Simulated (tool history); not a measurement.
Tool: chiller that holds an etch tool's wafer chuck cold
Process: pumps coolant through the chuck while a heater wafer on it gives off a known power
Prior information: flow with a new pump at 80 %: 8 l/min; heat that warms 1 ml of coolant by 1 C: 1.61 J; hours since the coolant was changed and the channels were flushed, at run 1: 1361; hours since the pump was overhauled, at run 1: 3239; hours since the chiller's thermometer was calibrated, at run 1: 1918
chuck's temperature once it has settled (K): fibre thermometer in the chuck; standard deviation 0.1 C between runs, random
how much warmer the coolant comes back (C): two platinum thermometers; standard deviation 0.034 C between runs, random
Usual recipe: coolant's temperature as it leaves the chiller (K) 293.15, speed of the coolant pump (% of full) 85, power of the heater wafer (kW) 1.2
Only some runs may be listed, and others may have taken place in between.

run    hour  coolant's temperature as it leaves the chiller (K)  speed of the coolant pump (% of full)  power of the heater wafer (kW)  hours since the coolant was changed and the channels were flushed  hours since the pump was overhauled  hours since the chiller's thermometer was calibrated  chuck's temperature once it has settled (K)  how much warmer the coolant comes back (C)
  1       0                                              293.15                                     85                             1.2                                                               1361                                 3239                                                  1918                                       306.35                                        5.27
  2    44.5                                              293.15                                     85                             1.2                                                               1405                                 3283                                                  1962                                       306.55                                        5.29
  3   127.4                                              293.15                                     85                             1.2                                                               1488                                 3366                                                  2045                                       306.25                                        5.33
  4   213.1                                              293.15                                     85                             1.2                                                               1574                                 3452                                                  2131                                       306.35                                        5.35
  5   266.1                                              293.15                                     85                             1.2                                                               1627                                 3505                                                  2184                                       306.35                                        5.36
  6   337.7                                              293.15                                     85                             1.2                                                               1698                                 3576                                                  2256                                       306.45                                        5.42
  7   387.7                                              293.15                                     85                           1.174                                                               1748                                 3626                                                  2306                                       306.05                                        5.27
  8   460.4                                              293.15                                     85                           1.174                                                               1821                                 3699                                                  2378                                       306.05                                        5.31
  9   531.9                                              293.15                                     85                           1.174                                                               1893                                 3771                                                  2450                                       306.15                                         5.3
 10   592.3                                              293.15                                     85                           1.174                                                               1953                                 3831                                                  2510                                       305.85                                        5.34
 11   669.3                                              293.15                                     85                           1.174                                                               2030                                 3908                                                  2587                                       306.15                                        5.35
 12   733.1                                              293.15                                     85                           1.174                                                               2094                                 3972                                                  2651                                       306.05                                         5.4
 13   769.6                                              293.15                                     85                           1.174                                                               2130                                 4008                                                  2687                                       306.25                                        5.41
 14   844.7                                              293.15                                     85                           1.188                                                               2205                                 4083                                                  2762                                       306.35                                        5.54
 15   917.3                                              293.15                                     85                           1.188                                                               2278                                 4156                                                  2835                                       306.25                                        5.53
 16  1001.5                                              293.15                                     85                             1.2                                                               2362                                 4240                                                  2919                                       306.15                                        5.62
     1014.9  -- chiller's thermometer calibrated
 17  1059.6                                              290.15                                     69                           0.686                                                               2419                                 4297                                                    45                                       298.95                                        4.04
 18  1119.8                                              293.15                                     85                           1.062                                                               2479                                 4357                                                   105                                       304.75                                        5.05

Run 19, settings as shown, results not yet in. Your forecast:
 19  1156.3                                              293.15                                     85                           1.062                                                               2516                                 4394                                                   141                                            ?                                           ?

{"run 19": {"chuck's temperature once it has settled (K)": 304.85, "how much warmer the coolant comes back (C)": 5.06}}
Minus the tool's unlogged condition, the same run would have read chuck's temperature once it has settled (K) 304.75, how much warmer the coolant comes back (C) 4.65.

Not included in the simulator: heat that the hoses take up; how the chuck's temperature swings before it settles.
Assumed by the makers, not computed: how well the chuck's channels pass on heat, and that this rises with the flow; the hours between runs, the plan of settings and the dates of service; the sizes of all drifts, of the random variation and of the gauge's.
